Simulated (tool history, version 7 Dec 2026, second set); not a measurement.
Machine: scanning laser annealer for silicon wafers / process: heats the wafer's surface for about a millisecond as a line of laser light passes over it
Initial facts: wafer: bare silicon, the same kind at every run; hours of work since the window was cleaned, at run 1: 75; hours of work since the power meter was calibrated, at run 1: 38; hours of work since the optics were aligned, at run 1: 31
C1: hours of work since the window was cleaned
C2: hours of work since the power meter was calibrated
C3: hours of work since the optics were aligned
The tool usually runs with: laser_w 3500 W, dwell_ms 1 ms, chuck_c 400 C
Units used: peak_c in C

{"run": 1, "day": 0.0, "laser_w": 3500, "dwell_ms": 1, "chuck_c": 400, "C1": 75, "C2": 38, "C3": 31, "peak_c": 1159}
{"run": 2, "day": 0.404, "laser_w": 3500, "dwell_ms": 1, "chuck_c": 400, "C1": 80, "C2": 43, "C3": 35, "peak_c": 1158}
{"run": 3, "day": 0.883, "laser_w": 3500, "dwell_ms": 1, "chuck_c": 400, "C1": 85, "C2": 49, "C3": 41, "peak_c": 1154}
{"run": 4, "day": 1.229, "laser_w": 3375, "dwell_ms": 1, "chuck_c": 400, "C1": 89, "C2": 53, "C3": 45, "peak_c": 1129}
{"run": 5, "day": 1.608, "laser_w": 3500, "dwell_ms": 1, "chuck_c": 391, "C1": 94, "C2": 57, "C3": 50, "peak_c": 1147}
{"run": 6, "day": 1.85, "laser_w": 3500, "dwell_ms": 1, "chuck_c": 391, "C1": 97, "C2": 60, "C3": 52, "peak_c": 1142}
{"run": 7, "day": 2.358, "laser_w": 3500, "dwell_ms": 1, "chuck_c": 391, "C1": 103, "C2": 66, "C3": 58, "peak_c": 1142}
{"run": 8, "day": 2.838, "laser_w": 3500, "dwell_ms": 1, "chuck_c": 385, "C1": 108, "C2": 72, "C3": 64, "peak_c": 1137}
{"run": 9, "day": 3.167, "laser_w": 3500, "dwell_ms": 1.1, "chuck_c": 385, "C1": 112, "C2": 76, "C3": 68, "peak_c": 1181}
{"run": 10, "day": 3.533, "laser_w": 3500, "dwell_ms": 1, "chuck_c": 367, "C1": 117, "C2": 80, "C3": 72, "peak_c": 1120}
{"run": 11, "day": 3.783, "laser_w": 3500, "dwell_ms": 1, "chuck_c": 367, "C1": 119, "C2": 83, "C3": 75, "peak_c": 1115}
{"run": 12, "day": 4.196, "laser_w": 3251, "dwell_ms": 1, "chuck_c": 400, "C1": 124, "C2": 88, "C3": 80, "peak_c": 1094}
{"run": 13, "day": 4.425, "laser_w": 3251, "dwell_ms": 1, "chuck_c": 399, "C1": 127, "C2": 91, "C3": 83, "peak_c": 1093}
{"run": 14, "day": 4.846, "laser_w": 3500, "dwell_ms": 1, "chuck_c": 400, "C1": 132, "C2": 96, "C3": 88, "peak_c": 1150}
{"run": 15, "day": 5.246, "laser_w": 3500, "dwell_ms": 1.22, "chuck_c": 400, "C1": 137, "C2": 100, "C3": 93, "peak_c": 1243}
{"run": 16, "day": 5.483, "laser_w": 3500, "dwell_ms": 1.22, "chuck_c": 400, "C1": 140, "C2": 103, "C3": 95, "peak_c": 1243}
{"run": 17, "day": 5.967, "laser_w": 3500, "dwell_ms": 1.22, "chuck_c": 400, "C1": 145, "C2": 109, "C3": 101, "peak_c": 1243}
{"run": 18, "day": 6.212, "laser_w": 3500, "dwell_ms": 1.22, "chuck_c": 400, "C1": 148, "C2": 112, "C3": 104, "peak_c": 1243}
{"run": 19, "day": 6.45, "laser_w": 3500, "dwell_ms": 1, "chuck_c": 417, "C1": 151, "C2": 114, "C3": 107, "peak_c": 1166}
{"run": 20, "day": 6.821, "laser_w": 3500, "dwell_ms": 1, "chuck_c": 400, "C1": 155, "C2": 119, "C3": 111, "peak_c": 1151}
{"run": 21, "day": 7.288, "laser_w": 3500, "dwell_ms": 1, "chuck_c": 400, "C1": 161, "C2": 124, "C3": 117, "peak_c": 1146}
{"run": 22, "day": 7.562, "laser_w": 3158, "dwell_ms": 1, "chuck_c": 400, "C1": 164, "C2": 128, "C3": 120, "peak_c": 1067}
{"run": 23, "day": 7.954, "laser_w": 3158, "dwell_ms": 1, "chuck_c": 400, "C1": 169, "C2": 132, "C3": 125, "peak_c": 1068}
{"run": 24, "day": 8.321, "laser_w": 3384, "dwell_ms": 1.24, "chuck_c": 373, "C1": 173, "C2": 137, "C3": 129, "peak_c": 1189}
{"run": 25, "day": 8.758, "laser_w": 3384, "dwell_ms": 1.24, "chuck_c": 373, "C1": 178, "C2": 142, "C3": 134, "peak_c": 1189}
{"run": 26, "day": 8.996, "laser_w": 3351, "dwell_ms": 0.9, "chuck_c": 373, "C1": 181, "C2": 145, "C3": 137, "peak_c": 1041}
{"run": 27, "day": 9.504, "laser_w": 3500, "dwell_ms": 1.05, "chuck_c": 400, "C1": 187, "C2": 151, "C3": 143, "peak_c": 1167}
{"run": 28, "day": 9.783, "laser_w": 3500, "dwell_ms": 1, "chuck_c": 437, "C1": 190, "C2": 154, "C3": 146, "peak_c": 1180}
{"run": 29, "day": 10.217, "laser_w": 3500, "dwell_ms": 1, "chuck_c": 437, "C1": 196, "C2": 159, "C3": 151, "peak_c": 1180}
{"run": 30, "day": 10.454, "laser_w": 3500, "dwell_ms": 1, "chuck_c": 437, "C1": 198, "C2": 162, "C3": 154, "peak_c": 1181}
{"run": 31, "day": 10.783, "laser_w": 3421, "dwell_ms": 0.95, "chuck_c": 409, "C1": 202, "C2": 166, "C3": 158, "peak_c": 1116}
{"run": 32, "day": 11.329, "laser_w": 3750, "dwell_ms": 0.95, "chuck_c": 416, "C1": 209, "C2": 172, "C3": 165, "peak_c": 1196}
{"run": 33, "day": 11.746, "laser_w": 3750, "dwell_ms": 0.95, "chuck_c": 405, "C1": 214, "C2": 177, "C3": 169, "peak_c": 1183}
{"run": 34, "day": 12.242, "laser_w": 3500, "dwell_ms": 1, "chuck_c": 415, "C1": 219, "C2": 183, "C3": 175, "peak_c": 1157}
{"run": 35, "day": 12.525, "laser_w": 3038, "dwell_ms": 1.11, "chuck_c": 362, "C1": 223, "C2": 186, "C3": 179, "peak_c": 1036}
{"run": 36, "day": 12.825, "laser_w": 3803, "dwell_ms": 1.07, "chuck_c": 428, "C1": 226, "C2": 190, "C3": 182, "peak_c": 1273}
{"run": 37, "day": 13.358, "laser_w": 3248, "dwell_ms": 1.14, "chuck_c": 395, "C1": 233, "C2": 196, "C3": 189, "peak_c": 1133}
{"run": 38, "day": 13.871, "laser_w": 3121, "dwell_ms": 0.98, "chuck_c": 400, "C1": 239, "C2": 202, "C3": 195, "peak_c": 1043}
{"run": 39, "day": 14.375, "laser_w": 3773, "dwell_ms": 0.8, "chuck_c": 400, "C1": 245, "C2": 208, "C3": 201, "peak_c": 1100}
{"run": 40, "day": 14.838, "laser_w": 3773, "dwell_ms": 0.8, "chuck_c": 400, "C1": 250, "C2": 214, "C3": 206, "peak_c": 1100}
{"run": 41, "day": 15.092, "laser_w": 3233, "dwell_ms": 1, "chuck_c": 400, "C1": 253, "C2": 217, "C3": 209, "peak_c": 1074}

Predict each of these 4 candidate next runs independently; none follows another, all start after run 41:
{"run": "A", "day": 15.338, "laser_w": 3054, "dwell_ms": 0.96, "chuck_c": 399, "C1": 256, "C2": 220, "C3": 212, "peak_c": "?"}
{"run": "B", "day": 15.338, "laser_w": 3413, "dwell_ms": 1, "chuck_c": 429, "C1": 256, "C2": 220, "C3": 212, "peak_c": "?"}
{"run": "C", "day": 15.338, "laser_w": 3500, "dwell_ms": 1, "chuck_c": 420, "C1": 256, "C2": 220, "C3": 212, "peak_c": "?"}
{"run": "D", "day": 15.338, "laser_w": 3160, "dwell_ms": 0.82, "chuck_c": 400, "C1": 256, "C2": 220, "C3": 212, "peak_c": "?"}

run=A peak_c=1024
run=B peak_c=1150
run=C peak_c=1154
run=D peak_c=985
Had the tool no hidden state, the same runs would have come out as:
run=A peak_c=1046
run=B peak_c=1175
run=C peak_c=1179
run=D peak_c=1006
